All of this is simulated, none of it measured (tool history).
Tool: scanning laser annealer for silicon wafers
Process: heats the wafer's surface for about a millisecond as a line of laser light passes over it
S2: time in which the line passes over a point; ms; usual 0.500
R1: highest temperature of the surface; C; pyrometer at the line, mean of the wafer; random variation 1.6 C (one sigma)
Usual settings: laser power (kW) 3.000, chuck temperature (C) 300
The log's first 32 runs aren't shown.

Run 33, hour 1350.1: usual settings but S2 0.390 ms, chuck temperature (C) 285. Result: R1 889 C.
At hour 1386.7: optics aligned, line set to its width, once more.
Run 34, hour 1411.9: usual settings but laser power (kW) 2.997, S2 0.390 ms, chuck temperature (C) 337. Result: R1 946 C.
Run 35, hour 1445.0: usual settings but laser power (kW) 2.997, S2 0.390 ms, chuck temperature (C) 337. Result: R1 945 C.
Run 36, hour 1496.7: usual settings but laser power (kW) 2.997, S2 0.390 ms, chuck temperature (C) 337. Result: R1 945 C.
Run 37, hour 1556.3: usual settings but laser power (kW) 2.997, S2 0.441 ms, chuck temperature (C) 337. Result: R1 987 C.
Run 38, hour 1599.4: usual settings but laser power (kW) 2.997, S2 0.516 ms, chuck temperature (C) 322. Result: R1 1030 C.
Run 39, hour 1637.8: usual settings but laser power (kW) 3.093, S2 0.493 ms, chuck temperature (C) 328. Result: R1 1038 C.
Run 40, hour 1676.3: usual settings but laser power (kW) 2.614, S2 0.475 ms, chuck temperature (C) 288. Result: R1 884 C.

Forecast each of these 5 alternatives for the next run:
Run A, hour 1725.9: usual settings but laser power (kW) 2.561, S2 0.600 ms. Result: R1 ?.
Run B, hour 1725.9: usual settings but S2 0.400 ms, chuck temperature (C) 338. Result: R1 ?.
Run C, hour 1725.9: usual settings but laser power (kW) 3.234, S2 0.475 ms, chuck temperature (C) 262. Result: R1 ?.
Run D, hour 1725.9: usual settings but laser power (kW) 3.279, S2 0.475 ms, chuck temperature (C) 295. Result: R1 ?.
Run E, hour 1725.9: usual settings but laser power (kW) 3.216, S2 0.525 ms, chuck temperature (C) 336. Result: R1 ?.

run    R1
  A   962
  B   952
  C   986
  D  1026
  E  1097
Without the tool's hidden state the same runs would have given:
run    R1
  A   975
  B   964
  C  1000
  D  1041
  E  1112
